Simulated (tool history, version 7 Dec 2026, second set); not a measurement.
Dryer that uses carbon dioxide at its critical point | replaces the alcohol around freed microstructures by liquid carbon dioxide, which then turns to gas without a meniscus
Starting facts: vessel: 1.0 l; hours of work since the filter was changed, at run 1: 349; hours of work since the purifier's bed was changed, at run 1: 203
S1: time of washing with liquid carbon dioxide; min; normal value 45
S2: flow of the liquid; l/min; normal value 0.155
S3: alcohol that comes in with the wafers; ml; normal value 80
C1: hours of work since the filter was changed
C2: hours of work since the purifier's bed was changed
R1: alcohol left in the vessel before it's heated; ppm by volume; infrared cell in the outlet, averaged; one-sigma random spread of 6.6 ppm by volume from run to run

Run 1, hour 0: usual settings; C1 349; C2 203. Result: R1 469 ppm by volume.
Run 2, hour 10.2: usual settings but S3 24 ml; C1 355; C2 209. Result: R1 162 ppm by volume.
Run 3, hour 30.6: usual settings but S3 24 ml; C1 366; C2 220. Result: R1 151 ppm by volume.
Run 4, hour 43.3: usual settings but S3 24 ml; C1 373; C2 227. Result: R1 167 ppm by volume.
Run 5, hour 57.9: usual settings but S3 24 ml; C1 382; C2 235. Result: R1 173 ppm by volume.
Run 6, hour 77.3: usual settings but S2 0.176 l/min; C1 393; C2 246. Result: R1 262 ppm by volume.
Run 7, hour 88.4: usual settings but S2 0.176 l/min; C1 399; C2 253. Result: R1 269 ppm by volume.
At hour 98.9: inlet filter changed.
Run 8, hour 108.2: usual settings but S2 0.176 l/min, S3 66 ml; C1 5; C2 263. Result: R1 128 ppm by volume.
Run 9, hour 121.5: usual settings but S2 0.218 l/min, S3 66 ml; C1 13; C2 271. Result: R1 42 ppm by volume.
Run 10, hour 134.6: usual settings but S2 0.218 l/min, S3 66 ml; C1 20; C2 278. Result: R1 59 ppm by volume.
Run 11, hour 148.8: usual settings but S2 0.218 l/min, S3 66 ml; C1 28; C2 286. Result: R1 46 ppm by volume.
Run 12, hour 159.1: usual settings but S2 0.218 l/min, S3 66 ml; C1 34; C2 292. Result: R1 50 ppm by volume.
Run 13, hour 178.5: usual settings but S2 0.218 l/min, S3 66 ml; C1 45; C2 303. Result: R1 42 ppm by volume.
Run 14, hour 195.8: usual settings but S2 0.218 l/min, S3 66 ml; C1 55; C2 313. Result: R1 50 ppm by volume.
Run 15, hour 219.7: usual settings but S2 0.218 l/min, S3 66 ml; C1 68; C2 326. Result: R1 61 ppm by volume.
Run 16, hour 233.9: usual settings but S1 62 min; C1 76; C2 334. Result: R1 68 ppm by volume.
Run 17, hour 256.9: usual settings but S1 62 min; C1 89; C2 347. Result: R1 78 ppm by volume.
Run 18, hour 268.3: usual settings but S3 69 ml; C1 96; C2 354. Result: R1 319 ppm by volume.
Run 19, hour 285.1: usual settings but S2 0.159 l/min; C1 105; C2 363. Result: R1 319 ppm by volume.
Run 20, hour 296.9: usual settings but S2 0.159 l/min; C1 112; C2 370. Result: R1 312 ppm by volume.
Run 21, hour 307.1: usual settings but S2 0.159 l/min; C1 117; C2 375. Result: R1 317 ppm by volume.
Run 22, hour 327.8: usual settings but S1 55 min; C1 129; C2 387. Result: R1 138 ppm by volume.
Run 23, hour 337.7: usual settings but S1 55 min; C1 135; C2 393. Result: R1 122 ppm by volume.
Run 24, hour 353: usual settings but S1 40 min, S2 0.156 l/min, S3 32 ml; C1 143; C2 401. Result: R1 286 ppm by volume.
Run 25, hour 364.4: usual settings but S1 65 min, S2 0.193 l/min, S3 22 ml; C1 150; C2 408. Result: R1 46 ppm by volume.
Run 26, hour 375.4: usual settings but S1 66 min, S2 0.101 l/min; C1 156; C2 414. Result: R1 493 ppm by volume.
Run 27, hour 392.5: usual settings but S1 63 min, S3 56 ml; C1 166; C2 424. Result: R1 72 ppm by volume.
Run 28, hour 411.2: usual settings but S1 29 min, S2 0.231 l/min, S3 55 ml; C1 176; C2 434. Result: R1 325 ppm by volume.
Run 29, hour 427.8: usual settings but S1 29 min, S2 0.231 l/min, S3 55 ml; C1 185; C2 443. Result: R1 320 ppm by volume.
Run 30, hour 438.6: usual settings but S1 66 min, S2 0.241 l/min, S3 55 ml; C1 192; C2 450. Result: R1 36 ppm by volume.
Run 31, hour 452.9: usual settings but S1 66 min, S2 0.241 l/min, S3 55 ml; C1 200; C2 458. Result: R1 44 ppm by volume.
Run 32, hour 476.5: usual settings but S1 66 min, S2 0.241 l/min, S3 55 ml; C1 213; C2 471. Result: R1 44 ppm by volume.
Run 33, hour 496.9: usual settings but S3 30 ml; C1 224; C2 482. Result: R1 190 ppm by volume.
Run 34, hour 517: usual settings but S3 30 ml; C1 236; C2 494. Result: R1 192 ppm by volume.
Run 35, hour 532.9: usual settings but S2 0.176 l/min; C1 245; C2 503. Result: R1 228 ppm by volume.
Run 36, hour 551.8: usual settings but S2 0.2 l/min; C1 255; C2 513. Result: R1 128 ppm by volume.
Run 37, hour 562: usual settings but S1 62 min, S2 0.185 l/min, S3 71 ml; C1 261; C2 519. Result: R1 50 ppm by volume.
Run 38, hour 578.4: usual settings but S1 34 min, S2 0.126 l/min, S3 27 ml; C1 270; C2 528. Result: R1 1110 ppm by volume.
Run 39, hour 597.1: usual settings but S1 52 min, S2 0.258 l/min, S3 35 ml; C1 281; C2 539. Result: R1 45 ppm by volume.
Run 40, hour 610.1: usual settings but S1 52 min, S2 0.258 l/min, S3 35 ml; C1 288; C2 546. Result: R1 48 ppm by volume.
Run 41, hour 625.5: usual settings but S1 53 min, S2 0.261 l/min, S3 21 ml; C1 297; C2 555. Result: R1 51 ppm by volume.
Run 42, hour 642.6: usual settings but S1 57 min, S2 0.161 l/min, S3 62 ml; C1 307; C2 565. Result: R1 103 ppm by volume.
Run 43, hour 655.5: usual settings but S1 57 min, S2 0.173 l/min, S3 62 ml; C1 314; C2 572. Result: R1 86 ppm by volume.
Run 44, hour 670.9: usual settings but S1 46 min; C1 323; C2 580. Result: R1 442 ppm by volume.
Run 45, hour 688.3: usual settings but S1 49 min, S2 0.13 l/min, S3 108 ml; C1 332; C2 590. Result: R1 996 ppm by volume.
Run 46, hour 700.5: usual settings but S1 49 min, S2 0.13 l/min, S3 108 ml; C1 339; C2 597. Result: R1 1006 ppm by volume.

Branching from run 46: 3 alternative next runs. What would each branch give?
Run A, hour 713.9: usual settings but S1 49 min, S2 0.118 l/min, S3 108 ml; C1 347; C2 605. Result: R1 ?.
Run B, hour 713.9: usual settings but S1 39 min, S2 0.135 l/min, S3 72 ml; C1 347; C2 605. Result: R1 ?.
Run C, hour 713.9: usual settings but S1 65 min, S2 0.13 l/min, S3 108 ml; C1 347; C2 605. Result: R1 ?.

run    R1
  A  1549
  B  1484
  C   252
With the hidden condition removed and each run's random variation left untouched, the same runs would have given:
run    R1
  A  1022
  B  1012
  C   118
